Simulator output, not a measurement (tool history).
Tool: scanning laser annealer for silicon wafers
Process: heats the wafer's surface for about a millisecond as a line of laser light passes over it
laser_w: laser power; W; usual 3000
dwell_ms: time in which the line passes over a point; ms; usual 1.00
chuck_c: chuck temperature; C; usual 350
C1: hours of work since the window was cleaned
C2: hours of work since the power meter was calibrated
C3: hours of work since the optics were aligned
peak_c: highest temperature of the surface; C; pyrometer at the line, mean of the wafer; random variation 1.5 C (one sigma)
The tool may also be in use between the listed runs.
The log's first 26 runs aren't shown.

Run 27, hour 1393.0: usual settings but laser_w 2594 W, chuck_c 342 C; C1 140; C2 1718; C3 964. Result: peak_c 1015 C.
Run 28, hour 1475.0: usual settings but laser_w 2882 W, dwell_ms 0.86 ms, chuck_c 335 C; C1 178; C2 1757; C3 1002. Result: peak_c 1040 C.
Run 29, hour 1518.4: usual settings but laser_w 2882 W, dwell_ms 0.86 ms, chuck_c 335 C; C1 199; C2 1777; C3 1023. Result: peak_c 1034 C.
Run 30, hour 1584.6: usual settings but laser_w 2661 W, dwell_ms 1.09 ms, chuck_c 387 C; C1 230; C2 1808; C3 1054. Result: peak_c 1111 C.
Run 31, hour 1631.2: usual settings but laser_w 3227 W, dwell_ms 1.09 ms, chuck_c 384 C; C1 251; C2 1830; C3 1076. Result: peak_c 1305 C.
Run 32, hour 1668.5: usual settings but laser_w 3227 W, dwell_ms 1.09 ms, chuck_c 384 C; C1 269; C2 1848; C3 1093. Result: peak_c 1302 C.
Run 33, hour 1713.1: usual settings but laser_w 2829 W, dwell_ms 0.82 ms, chuck_c 349 C; C1 290; C2 1869; C3 1114. Result: peak_c 1012 C.
Run 34, hour 1746.7: usual settings but laser_w 2555 W, dwell_ms 0.86 ms, chuck_c 328 C; C1 306; C2 1884; C3 1130. Result: peak_c 928 C.
Run 35, hour 1800.9: usual settings but laser_w 3213 W, chuck_c 389 C; C1 331; C2 1910; C3 1155. Result: peak_c 1258 C.
At hour 1815.2: optics aligned, line set to its width.
Run 36, hour 1852.1: usual settings but laser_w 3017 W, dwell_ms 1.01 ms, chuck_c 344 C; C1 353; C2 1931; C3 17. Result: peak_c 1170 C.
Run 37, hour 1898.5: usual settings but laser_w 3017 W, dwell_ms 1.01 ms, chuck_c 344 C; C1 375; C2 1953; C3 39. Result: peak_c 1170 C.
Run 38, hour 1978.3: usual settings but laser_w 3017 W, dwell_ms 1.01 ms, chuck_c 344 C; C1 412; C2 1991; C3 76. Result: peak_c 1164 C.
Run 39, hour 2011.8: usual settings but laser_w 2641 W, dwell_ms 0.83 ms, chuck_c 331 C; C1 428; C2 2006; C3 92. Result: peak_c 953 C.
Run 40, hour 2082.7: usual settings but laser_w 2726 W, dwell_ms 1.24 ms; C1 461; C2 2040; C3 125. Result: peak_c 1161 C.

Forecast each of these 3 alternatives for the next run:
Run A, hour 2146.4: usual settings but laser_w 3086 W, chuck_c 335 C; C1 491; C2 2069; C3 155. Result: peak_c ?.
Run B, hour 2146.4: usual settings but laser_w 3210 W, dwell_ms 1.15 ms, chuck_c 353 C; C1 491; C2 2069; C3 155. Result: peak_c ?.
Run C, hour 2146.4: usual settings but laser_w 2588 W, dwell_ms 0.99 ms, chuck_c 380 C; C1 491; C2 2069; C3 155. Result: peak_c ?.

run  peak_c
  A    1172
  B    1307
  C    1047
Without the tool's hidden state the same runs would have given:
run  peak_c
  A    1174
  B    1310
  C    1049
